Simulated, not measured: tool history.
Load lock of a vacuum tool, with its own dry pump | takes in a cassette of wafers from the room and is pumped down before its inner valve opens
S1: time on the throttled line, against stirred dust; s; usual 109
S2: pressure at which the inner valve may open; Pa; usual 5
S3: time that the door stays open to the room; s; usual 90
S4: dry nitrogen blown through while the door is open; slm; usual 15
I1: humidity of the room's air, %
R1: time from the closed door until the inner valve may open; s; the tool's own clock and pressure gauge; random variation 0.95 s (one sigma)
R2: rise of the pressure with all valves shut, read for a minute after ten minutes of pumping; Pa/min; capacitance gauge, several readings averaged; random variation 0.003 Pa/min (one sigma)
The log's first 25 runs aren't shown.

{"run": 26, "hour": 1508.2, "S1": 109, "S2": 7, "S3": 90, "S4": 44, "I1": 45.7, "R1": 151.2, "R2": 0.063}
{"run": 27, "hour": 1553.5, "S1": 109, "S2": 7, "S3": 90, "S4": 44, "I1": 44.8, "R1": 151.9, "R2": 0.057}
{"run": 28, "hour": 1631.0, "S1": 109, "S2": 6, "S3": 184, "S4": 15, "I1": 44.2, "R1": 152.8, "R2": 0.083}
{"run": 29, "hour": 1670.3, "S1": 109, "S2": 5, "S3": 90, "S4": 5, "I1": 45.2, "R1": 152.9, "R2": 0.091}
{"run": 30, "hour": 1741.6, "S1": 109, "S2": 5, "S3": 90, "S4": 5, "I1": 45.5, "R1": 154.4, "R2": 0.101}
{"run": 31, "hour": 1791.5, "S1": 215, "S2": 5, "S3": 229, "S4": 15, "I1": 49.8, "R1": 248.1, "R2": 0.09}
{"run": 32, "hour": 1866.5, "S1": 215, "S2": 5, "S3": 229, "S4": 15, "I1": 42.6, "R1": 249, "R2": 0.09}
{"run": 33, "hour": 1941.2, "S1": 109, "S2": 5, "S3": 129, "S4": 4, "I1": 43.4, "R1": 154.2, "R2": 0.101}
{"run": 34, "hour": 1982.0, "S1": 109, "S2": 5, "S3": 129, "S4": 4, "I1": 43.8, "R1": 155.4, "R2": 0.104}
{"run": 35, "hour": 2032.3, "S1": 196, "S2": 5, "S3": 112, "S4": 9, "I1": 43.8, "R1": 229.9, "R2": 0.098}
{"run": 36, "hour": 2081.7, "S1": 196, "S2": 5, "S3": 112, "S4": 9, "I1": 42.4, "R1": 233.8, "R2": 0.093}
{"run": 37, "hour": 2151.3, "S1": 109, "S2": 5, "S3": 35, "S4": 15, "I1": 46, "R1": 152.8, "R2": 0.08}
{"run": 38, "hour": 2219.4, "S1": 109, "S2": 5, "S3": 35, "S4": 15, "I1": 42.5, "R1": 155.7, "R2": 0.079}

Forecast each of these 3 alternatives for the next run:
{"run": "A", "hour": 2303.5, "S1": 188, "S2": 5, "S3": 35, "S4": 22, "I1": 41.9, "R1": "?", "R2": "?"}
{"run": "B", "hour": 2303.5, "S1": 109, "S2": 8, "S3": 203, "S4": 15, "I1": 44, "R1": "?", "R2": "?"}
{"run": "C", "hour": 2303.5, "S1": 145, "S2": 9, "S3": 35, "S4": 15, "I1": 40.5, "R1": "?", "R2": "?"}

run=A R1=225.1 R2=0.076
run=B R1=152.5 R2=0.095
run=C R1=182.7 R2=0.075
Without the tool's hidden state the same runs would have given:
run=A R1=221.5 R2=0.019
run=B R1=148.2 R2=0.037
run=C R1=179 R2=0.018

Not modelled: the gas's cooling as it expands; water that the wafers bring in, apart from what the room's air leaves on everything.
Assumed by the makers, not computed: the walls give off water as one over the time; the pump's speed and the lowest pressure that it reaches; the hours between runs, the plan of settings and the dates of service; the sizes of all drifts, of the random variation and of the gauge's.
